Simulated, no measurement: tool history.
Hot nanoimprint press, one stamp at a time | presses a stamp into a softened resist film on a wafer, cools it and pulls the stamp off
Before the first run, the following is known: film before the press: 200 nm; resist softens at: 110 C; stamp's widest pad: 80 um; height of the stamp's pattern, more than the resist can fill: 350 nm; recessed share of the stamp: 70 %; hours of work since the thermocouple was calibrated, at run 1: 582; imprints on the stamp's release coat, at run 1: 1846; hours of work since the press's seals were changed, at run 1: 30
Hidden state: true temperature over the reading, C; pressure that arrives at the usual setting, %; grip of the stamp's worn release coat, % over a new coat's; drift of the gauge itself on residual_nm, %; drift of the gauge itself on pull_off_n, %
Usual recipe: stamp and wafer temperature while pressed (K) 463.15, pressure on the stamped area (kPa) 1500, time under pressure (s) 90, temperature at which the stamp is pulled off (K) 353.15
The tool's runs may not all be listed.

run	day	stamp and wafer temperature while pressed (K)	pressure on the stamped area (kPa)	time under pressure (s)	temperature at which the stamp is pulled off (K)	hours of work since the thermocouple was calibrated	imprints on the stamp's release coat	hours of work since the press's seals were changed	resist left under the stamp's widest pad (nm)	greatest force while the stamp is pulled off (N)
1	0.000	463.15	1500	90	353.15	582	1846	30	90.6	191
# day 1.421: plate thermocouple calibrated
2	2.242	463.15	1500	90	353.15	11	1993	58	84.2	187
# day 4.462: stamp cleaned and given a new release coat
3	4.467	463.15	1500	90	353.15	37	0	84	83.7	133
4	6.004	463.15	1390	90	353.15	57	107	104	88.3	136
5	7.938	463.15	1390	90	353.15	83	242	130	87.9	137
6	9.025	463.15	1390	90	353.15	97	317	144	88.1	135
7	11.454	459.15	1500	90	353.15	129	486	176	98.2	147
8	13.096	459.15	1500	90	353.15	150	600	198	96.5	147
9	14.938	463.15	1500	90	353.15	175	728	222	86.2	147
10	17.033	463.15	1500	90	353.15	202	874	250	86.6	158
11	19.200	463.15	1500	90	353.15	231	1024	278	87.3	158
12	20.312	463.15	1500	90	353.15	246	1102	293	88.3	163
13	22.204	455.15	1500	90	353.15	270	1233	318	111.0	163
14	23.862	463.15	1500	90	353.15	292	1349	340	88.5	168
15	25.933	463.15	1500	90	353.15	320	1493	367	87.4	164
16	27.621	473.15	1710	106	341.15	342	1610	389	57.6	239
17	30.175	463.15	1660	69	348.15	375	1788	423	93.9	197
18	32.788	463.15	1500	95	342.15	410	1969	457	88.5	235
19	34.242	459.15	920	90	353.15	429	2070	476	121.4	189
# day 35.458: stamp cleaned and given a new release coat
20	36.658	466.15	1500	90	359.15	457	83	505	82.2	113
21	37.796	467.15	2270	90	359.15	472	162	520	66.5	116
# day 39.571: press's hydraulic seals changed and the load cell set to zero
22	39.925	463.15	1500	90	344.15	496	287	5	89.8	184
23	42.221	463.15	1500	90	344.15	526	446	35	88.5	181
24	44.467	463.15	1500	90	344.15	556	602	64	88.9	185
25	46.758	454.15	1160	160	357.15	586	762	95	108.0	142
# day 47.746: plate thermocouple calibrated
26	49.371	463.15	1500	90	350.15	21	935	127	85.4	166
27	51.538	463.15	1470	170	351.15	50	1085	156	66.6	169
28	53.904	462.15	1090	76	349.15	81	1250	187	106.8	183
29	55.462	462.15	1090	76	349.15	102	1358	208	108.3	186

Below are 4 alternative next runs, each starting from the tool's condition after run 29. Predict each:
A	56.800	462.15	1090	114	349.15	119	1451	225	?	?
B	56.800	462.15	1900	76	349.15	119	1451	225	?	?
C	56.800	461.15	1500	153	353.15	119	1451	225	?	?
D	56.800	462.15	1520	82	349.15	119	1451	225	?	?

run	resist left under the stamp's widest pad (nm)	greatest force while the stamp is pulled off (N)
A	94.6	191
B	86.8	185
C	75.8	167
D	92.1	190
What these runs would have given with no unlogged condition in the tool:
run	resist left under the stamp's widest pad (nm)	greatest force while the stamp is pulled off (N)
A	91.8	150
B	83.6	145
C	73.1	130
D	89.0	148

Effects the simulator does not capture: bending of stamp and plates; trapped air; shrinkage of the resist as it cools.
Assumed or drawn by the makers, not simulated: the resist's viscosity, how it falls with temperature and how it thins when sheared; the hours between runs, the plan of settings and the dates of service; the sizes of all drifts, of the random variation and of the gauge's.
